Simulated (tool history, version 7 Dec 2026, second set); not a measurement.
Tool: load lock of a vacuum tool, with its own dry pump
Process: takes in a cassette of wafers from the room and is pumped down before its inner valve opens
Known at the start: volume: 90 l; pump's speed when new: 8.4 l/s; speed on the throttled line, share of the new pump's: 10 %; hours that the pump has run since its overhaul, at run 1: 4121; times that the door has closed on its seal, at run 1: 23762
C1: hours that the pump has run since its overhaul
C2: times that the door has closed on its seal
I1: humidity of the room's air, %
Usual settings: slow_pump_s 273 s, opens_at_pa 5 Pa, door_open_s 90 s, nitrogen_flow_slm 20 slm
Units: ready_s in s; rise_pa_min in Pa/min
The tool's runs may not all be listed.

Run 1, hour 0: usual settings; C1 4121; C2 23762; I1 44.6. Result: ready_s 360.8 s, rise_pa_min 0.088 Pa/min.
Run 2, hour 469.9: usual settings; C1 4591; C2 25606; I1 44.6. Result: ready_s 356.6 s, rise_pa_min 0.098 Pa/min.
Run 3, hour 1056.8: usual settings; C1 5178; C2 27910; I1 44.1. Result: ready_s 357 s, rise_pa_min 0.108 Pa/min.
Run 4, hour 1519.3: usual settings but door_open_s 93 s; C1 5641; C2 29725; I1 43. Result: ready_s 360.2 s, rise_pa_min 0.109 Pa/min.
Run 5, hour 2024.2: usual settings but door_open_s 93 s; C1 6145; C2 31707; I1 46.3. Result: ready_s 360.4 s, rise_pa_min 0.119 Pa/min.
Run 6, hour 2664.1: usual settings but door_open_s 93 s; C1 6785; C2 34218; I1 44.9. Result: ready_s 358.3 s, rise_pa_min 0.137 Pa/min.
Run 7, hour 3223.5: usual settings but nitrogen_flow_slm 4 slm; C1 7345; C2 36414; I1 44.8. Result: ready_s 362.1 s, rise_pa_min 0.158 Pa/min.
Run 8, hour 3580.2: usual settings but nitrogen_flow_slm 4 slm; C1 7701; C2 37814; I1 43.9. Result: ready_s 363.2 s, rise_pa_min 0.162 Pa/min.
Run 9, hour 4045.6: usual settings but nitrogen_flow_slm 4 slm; C1 8167; C2 39641; I1 44.6. Result: ready_s 357.9 s, rise_pa_min 0.176 Pa/min.
Run 10, hour 4347.8: usual settings but nitrogen_flow_slm 27 slm; C1 8469; C2 40827; I1 42.1. Result: ready_s 360.9 s, rise_pa_min 0.153 Pa/min.
Run 11, hour 4825.3: usual settings but nitrogen_flow_slm 27 slm; C1 8947; C2 42701; I1 44.7. Result: ready_s 364.4 s, rise_pa_min 0.174 Pa/min.
Run 12, hour 5276.3: usual settings but opens_at_pa 4 Pa; C1 9397; C2 44471; I1 46.2. Result: ready_s 362.6 s, rise_pa_min 0.183 Pa/min.
Run 13, hour 5674.5: usual settings but opens_at_pa 4 Pa; C1 9796; C2 46034; I1 44.9. Result: ready_s 362.7 s, rise_pa_min 0.187 Pa/min.
Run 14, hour 6046.3: usual settings but slow_pump_s 144 s, opens_at_pa 8 Pa, door_open_s 41 s, nitrogen_flow_slm 7 slm; C1 10167; C2 47493; I1 48.2. Result: ready_s 241.2 s, rise_pa_min 0.198 Pa/min.
Run 15, hour 6622.1: usual settings but slow_pump_s 459 s, door_open_s 106 s, nitrogen_flow_slm 9 slm; C1 10743; C2 49753; I1 46.9. Result: ready_s 527.1 s, rise_pa_min 0.228 Pa/min.
Run 16, hour 7120.6: usual settings but slow_pump_s 180 s, opens_at_pa 8 Pa, door_open_s 106 s, nitrogen_flow_slm 6 slm; C1 11242; C2 51710; I1 42.8. Result: ready_s 276.8 s, rise_pa_min 0.239 Pa/min.
Run 17, hour 7413.2: usual settings but slow_pump_s 254 s, door_open_s 88 s; C1 11534; C2 52858; I1 49.4. Result: ready_s 347.3 s, rise_pa_min 0.24 Pa/min.
Run 18, hour 7755.7: usual settings but slow_pump_s 259 s, door_open_s 30 s, nitrogen_flow_slm 31 slm; C1 11877; C2 54203; I1 43.2. Result: ready_s 356.6 s, rise_pa_min 0.231 Pa/min.
Run 19, hour 8234.5: usual settings but slow_pump_s 321 s, door_open_s 30 s, nitrogen_flow_slm 38 slm; C1 12356; C2 56082; I1 41.5. Result: ready_s 403.5 s, rise_pa_min 0.24 Pa/min.
Run 20, hour 8826.6: usual settings but opens_at_pa 9 Pa; C1 12948; C2 58406; I1 45.5. Result: ready_s 357.4 s, rise_pa_min 0.272 Pa/min.
Run 21, hour 9303.6: usual settings but nitrogen_flow_slm 36 slm; C1 13425; C2 60278; I1 44.2. Result: ready_s 370.3 s, rise_pa_min 0.266 Pa/min.
Run 22, hour 9934.1: usual settings but nitrogen_flow_slm 36 slm; C1 14055; C2 62753; I1 45.2. Result: ready_s 366.9 s, rise_pa_min 0.292 Pa/min.
Run 23, hour 10237.9: usual settings but slow_pump_s 462 s, opens_at_pa 6 Pa, nitrogen_flow_slm 29 slm; C1 14359; C2 63945; I1 43.6. Result: ready_s 533.3 s, rise_pa_min 0.301 Pa/min.
Run 24, hour 10814.2: usual settings but nitrogen_flow_slm 18 slm; C1 14935; C2 66207; I1 44.3. Result: ready_s 368.6 s, rise_pa_min 0.313 Pa/min.
At hour 10966: door's seal changed, seat wiped.
Run 25, hour 11461.3: usual settings but nitrogen_flow_slm 18 slm; C1 15581; C2 1944; I1 44.5. Result: ready_s 369 s, rise_pa_min 0.024 Pa/min.

Hidden state or all else? Some run-to-run changes of ready_s, split into what the settings, what came in and random variation would give without the hidden state, and what is left for the hidden state (with any gauge scatter that isn't in both results):
The hidden state here: pump's speed, % of a new pump's; leak at the door's seal, Pa l/s; drift of the gauge itself on ready_s, %; drift of the gauge itself on rise_pa_min, %.
Run 14 -> 15: slow_pump_s 144 -> 459, opens_at_pa 8 -> 5, door_open_s 41 -> 106, nitrogen_flow_slm 7 -> 9. ready_s +285.9 s: hidden state -2.5, all else +288.4.
Run 15 -> 16: slow_pump_s 459 -> 180, opens_at_pa 5 -> 8, nitrogen_flow_slm 9 -> 6. ready_s -250.3 s: hidden state +3.6, all else -253.9.
Run 23 -> 24: slow_pump_s 462 -> 273, opens_at_pa 6 -> 5, nitrogen_flow_slm 29 -> 18. ready_s -164.7 s: hidden state +4.6, all else -169.3.
